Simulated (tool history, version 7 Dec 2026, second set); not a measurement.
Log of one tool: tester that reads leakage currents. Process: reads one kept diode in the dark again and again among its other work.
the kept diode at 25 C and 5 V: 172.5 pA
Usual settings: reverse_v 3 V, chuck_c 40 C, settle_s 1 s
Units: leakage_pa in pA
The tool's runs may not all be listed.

run 1 hour=0 | reverse_v=3 chuck_c=40 settle_s=1 | leakage_pa=479.04
run 2 hour=42.4 | reverse_v=3 chuck_c=40 settle_s=1 | leakage_pa=479.07
run 3 hour=126.8 | reverse_v=3 chuck_c=40 settle_s=1 | leakage_pa=484.29
run 4 hour=191.3 | reverse_v=3 chuck_c=40 settle_s=2.13 | leakage_pa=486.03
run 5 hour=254.1 | reverse_v=3 chuck_c=40 settle_s=1 | leakage_pa=489.55
run 6 hour=311.4 | reverse_v=3 chuck_c=40 settle_s=1 | leakage_pa=492.93
run 7 hour=373.6 | reverse_v=3 chuck_c=40 settle_s=1 | leakage_pa=496.14
run 8 hour=436.5 | reverse_v=3 chuck_c=57 settle_s=1 | leakage_pa=1619.03
run 9 hour=494.6 | reverse_v=3 chuck_c=40 settle_s=1 | leakage_pa=501.24
run 10 hour=560.4 | reverse_v=3 chuck_c=40 settle_s=1 | leakage_pa=505.33
run 11 hour=640.7 | reverse_v=3 chuck_c=40 settle_s=1 | leakage_pa=508.6
run 12 hour=731.2 | reverse_v=3 chuck_c=40 settle_s=1 | leakage_pa=509.98
run 13 hour=774.9 | reverse_v=3 chuck_c=40 settle_s=1 | leakage_pa=511.9
run 14 hour=827.8 | reverse_v=3 chuck_c=38 settle_s=1 | leakage_pa=447.31
-- hour=907.3 tester calibrated
run 15 hour=907.3 | reverse_v=3 chuck_c=38 settle_s=1 | leakage_pa=441.33
run 16 hour=1006.5 | reverse_v=1.64 chuck_c=38 settle_s=1 | leakage_pa=369.67
-- hour=1050.3 tester calibrated, once more
run 17 hour=1050.3 | reverse_v=1.64 chuck_c=38 settle_s=1 | leakage_pa=388.2
run 18 hour=1143.4 | reverse_v=1.64 chuck_c=38 settle_s=1 | leakage_pa=391.08
-- hour=1216.2 chuck's temperature calibrated
run 19 hour=1225.4 | reverse_v=1.64 chuck_c=38 settle_s=1 | leakage_pa=338.19
run 20 hour=1307.2 | reverse_v=1.64 chuck_c=38 settle_s=1 | leakage_pa=342.11
run 21 hour=1381.4 | reverse_v=1.64 chuck_c=42 settle_s=5.26 | leakage_pa=457.7
run 22 hour=1448.5 | reverse_v=1.64 chuck_c=42 settle_s=5.26 | leakage_pa=463.45
run 23 hour=1524.1 | reverse_v=12.78 chuck_c=49 settle_s=0.79 | leakage_pa=1467.93
run 24 hour=1573.9 | reverse_v=10.76 chuck_c=30 settle_s=0.41 | leakage_pa=350.14
run 25 hour=1652.5 | reverse_v=1.25 chuck_c=40 settle_s=1 | leakage_pa=373.99
run 26 hour=1752.2 | reverse_v=1.25 chuck_c=40 settle_s=1 | leakage_pa=377.21
run 27 hour=1829.7 | reverse_v=4.45 chuck_c=37 settle_s=0.53 | leakage_pa=453.08
run 28 hour=1927.3 | reverse_v=2.78 chuck_c=22 settle_s=1.19 | leakage_pa=124.24
run 29 hour=2000.9 | reverse_v=2.78 chuck_c=22 settle_s=1.19 | leakage_pa=124.83
run 30 hour=2041.8 | reverse_v=2.78 chuck_c=41 settle_s=0.49 | leakage_pa=535.54
run 31 hour=2111.2 | reverse_v=1.73 chuck_c=32 settle_s=0.38 | leakage_pa=240.48
run 32 hour=2192.1 | reverse_v=12.47 chuck_c=37 settle_s=6.38 | leakage_pa=651.01
run 33 hour=2289.9 | reverse_v=12.47 chuck_c=37 settle_s=6.38 | leakage_pa=660.65
run 34 hour=2345.2 | reverse_v=12.47 chuck_c=37 settle_s=6.38 | leakage_pa=666.58
run 35 hour=2432.4 | reverse_v=2.14 chuck_c=37 settle_s=0.64 | leakage_pa=382.34
run 36 hour=2496.6 | reverse_v=2.14 chuck_c=37 settle_s=0.64 | leakage_pa=385.33
run 37 hour=2581.4 | reverse_v=2.13 chuck_c=40 settle_s=1.22 | leakage_pa=477.36
run 38 hour=2650.5 | reverse_v=2.13 chuck_c=40 settle_s=1.22 | leakage_pa=484.83
run 39 hour=2701 | reverse_v=2.13 chuck_c=56 settle_s=0.76 | leakage_pa=1473.12

5 ways to go on from here, each from the tool as it stands after run 39. What would each give?
run A hour=2748.8 | reverse_v=2.13 chuck_c=56 settle_s=2.95 | leakage_pa=?
run B hour=2748.8 | reverse_v=2.13 chuck_c=56 settle_s=7.52 | leakage_pa=?
run C hour=2748.8 | reverse_v=2.13 chuck_c=59 settle_s=8.54 | leakage_pa=?
run D hour=2748.8 | reverse_v=2.13 chuck_c=56 settle_s=3.58 | leakage_pa=?
run E hour=2748.8 | reverse_v=2.13 chuck_c=33 settle_s=0.76 | leakage_pa=?

run=A leakage_pa=1477.64
run=B leakage_pa=1474.37
run=C leakage_pa=1789.81
run=D leakage_pa=1471.32
run=E leakage_pa=290.92
Without the tool's hidden state the same runs would have given:
run=A leakage_pa=1297.4
run=B leakage_pa=1294.52
run=C leakage_pa=1575.73
run=D leakage_pa=1291.86
run=E leakage_pa=248.77

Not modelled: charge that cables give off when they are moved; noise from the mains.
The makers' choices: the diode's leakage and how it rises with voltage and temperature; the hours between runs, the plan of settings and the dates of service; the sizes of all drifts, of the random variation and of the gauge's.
